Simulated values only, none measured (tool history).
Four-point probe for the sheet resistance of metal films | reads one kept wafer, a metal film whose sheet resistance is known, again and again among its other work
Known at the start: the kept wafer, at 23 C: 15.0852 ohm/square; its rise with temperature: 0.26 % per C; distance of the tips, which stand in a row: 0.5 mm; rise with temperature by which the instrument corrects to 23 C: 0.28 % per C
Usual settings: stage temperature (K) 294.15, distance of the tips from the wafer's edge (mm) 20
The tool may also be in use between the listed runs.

run,hour,stage temperature (K),distance of the tips from the wafer's edge (mm),sheet resistance as the instrument gives it (ohm/square)
1,0.0,294.15,20,15.233481
2,15.7,300.15,20,15.215746
3,23.3,300.15,20,15.218603
4,35.3,300.15,20,15.213007
5,45.9,300.15,20,15.217770
6,58.6,300.15,20,15.219676
7,65.5,294.15,53,15.224464
8,72.0,293.15,20,15.240602
9,82.9,293.15,20,15.242427
10,89.8,293.15,20,15.246091
# hour 91.2: stage's thermometer calibrated
11,103.7,292.15,3,15.472857
12,115.5,293.15,4,15.371996
13,127.8,295.15,8,15.269107
14,141.9,292.15,17,15.253581
15,152.0,292.15,17,15.258752

Measured less the same run without the tool's hidden state. The same run-to-run variation is in both; the gauge's scatter may not be:
The hidden state here: inner tips' distance over the nominal, %; tips' flats over new ones', %; wafer's true temperature over the reading, C; drift of the gauge itself on sheet_ohm, %.
run,sheet resistance as the instrument gives it (ohm/square)
1,+0.135114
2,+0.136265
3,+0.136939
4,+0.137982
5,+0.138946
6,+0.140065
7,+0.140849
8,+0.141516
9,+0.142552
10,+0.143159
11,+0.149363
12,+0.149531
13,+0.149712
14,+0.150934
15,+0.151977
